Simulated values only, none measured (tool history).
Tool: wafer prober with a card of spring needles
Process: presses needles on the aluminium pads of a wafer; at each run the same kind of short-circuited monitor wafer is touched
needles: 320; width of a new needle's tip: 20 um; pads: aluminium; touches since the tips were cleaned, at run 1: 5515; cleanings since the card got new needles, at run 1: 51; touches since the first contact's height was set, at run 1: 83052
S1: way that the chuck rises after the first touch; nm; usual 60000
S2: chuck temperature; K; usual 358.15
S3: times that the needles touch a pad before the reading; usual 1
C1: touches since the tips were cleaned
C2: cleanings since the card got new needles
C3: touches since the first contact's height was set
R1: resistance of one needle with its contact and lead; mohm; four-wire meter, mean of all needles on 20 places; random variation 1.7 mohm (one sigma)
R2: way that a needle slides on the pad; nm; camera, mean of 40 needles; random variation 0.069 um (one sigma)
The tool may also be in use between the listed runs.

Run 1, hour 0: usual settings; C1 5515; C2 51; C3 83052. Result: R1 290 mohm, R2 16030 nm.
At hour 2.8: tips cleaned on abrasive film.
At hour 20.9: tips cleaned on abrasive film.
At hour 39.6: tips cleaned on abrasive film.
Run 2, hour 50.3: usual settings but S2 316.15 K; C1 3303; C2 54; C3 98496. Result: R1 253 mohm, R2 15950 nm.
At hour 59.8: tips cleaned on abrasive film.
At hour 78.3: tips cleaned on abrasive film.
Run 3, hour 88: usual settings; C1 3002; C2 56; C3 110066. Result: R1 261 mohm, R2 15840 nm.
At hour 99.6: tips cleaned on abrasive film.
At hour 118.1: tips cleaned on abrasive film.
Run 4, hour 120.7: usual settings; C1 794; C2 58; C3 120091. Result: R1 206 mohm, R2 15800 nm.
At hour 137.8: tips cleaned on abrasive film.
At hour 141.9: height of the first contact set anew.
At hour 156.9: tips cleaned on abrasive film.
Run 5, hour 171.2: usual settings; C1 4393; C2 60; C3 9004. Result: R1 282 mohm, R2 15490 nm.
At hour 177.5: tips cleaned on abrasive film.
At hour 196.5: tips cleaned on abrasive film.
At hour 216.4: tips cleaned on abrasive film.
Run 6, hour 216.9: usual settings; C1 165; C2 63; C3 23033. Result: R1 181 mohm, R2 15500 nm.
At hour 235.5: tips cleaned on abrasive film.
At hour 256.8: tips cleaned on abrasive film.
Run 7, hour 262.5: usual settings but S1 63000 nm, S3 2; C1 1767; C2 65; C3 37047. Result: R1 208 mohm, R2 16240 nm.
At hour 276.1: tips cleaned on abrasive film.
At hour 296.5: tips cleaned on abrasive film.
Run 8, hour 307.3: usual settings but S2 367.15 K, S3 2; C1 3320; C2 67; C3 50809. Result: R1 227 mohm, R2 15440 nm.
At hour 314.7: tips cleaned on abrasive film.
Run 9, hour 332: usual settings but S2 367.15 K, S3 2; C1 5330; C2 68; C3 58420. Result: R1 247 mohm, R2 15230 nm.
At hour 334.8: tips cleaned on abrasive film.
At hour 353.2: tips cleaned on abrasive film.
At hour 373.5: tips cleaned on abrasive film.
Run 10, hour 375.1: usual settings but S2 367.15 K, S3 2; C1 465; C2 71; C3 71620. Result: R1 185 mohm, R2 15240 nm.

4 ways to go on from here, each from the tool as it stands after run 10. What would each give?
At hour 392.7: tips cleaned on abrasive film.
At hour 411: tips cleaned on abrasive film.
Run A, hour 420.5: usual settings but S2 319.15 K; C1 2927; C2 73; C3 85595. Result: R1 ?, R2 ?.
At hour 392.7: tips cleaned on abrasive film.
At hour 411: tips cleaned on abrasive film.
Run B, hour 420.5: usual settings but S2 367.15 K, S3 2; C1 2927; C2 73; C3 85595. Result: R1 ?, R2 ?.
At hour 392.7: tips cleaned on abrasive film.
At hour 411: tips cleaned on abrasive film.
Run C, hour 420.5: usual settings but S2 305.15 K, S3 2; C1 2927; C2 73; C3 85595. Result: R1 ?, R2 ?.
At hour 392.7: tips cleaned on abrasive film.
At hour 411: tips cleaned on abrasive film.
Run D, hour 420.5: usual settings but S1 80000 nm, S2 367.15 K, S3 2; C1 2927; C2 73; C3 85595. Result: R1 ?, R2 ?.

run   R1     R2
  A  266  15210
  B  228  15120
  C  225  15130
  D  197  20480
Without the tool's hidden state the same runs would have given:
run   R1     R2
  A  159  16460
  B  167  16370
  C  158  16380
  D  162  21720
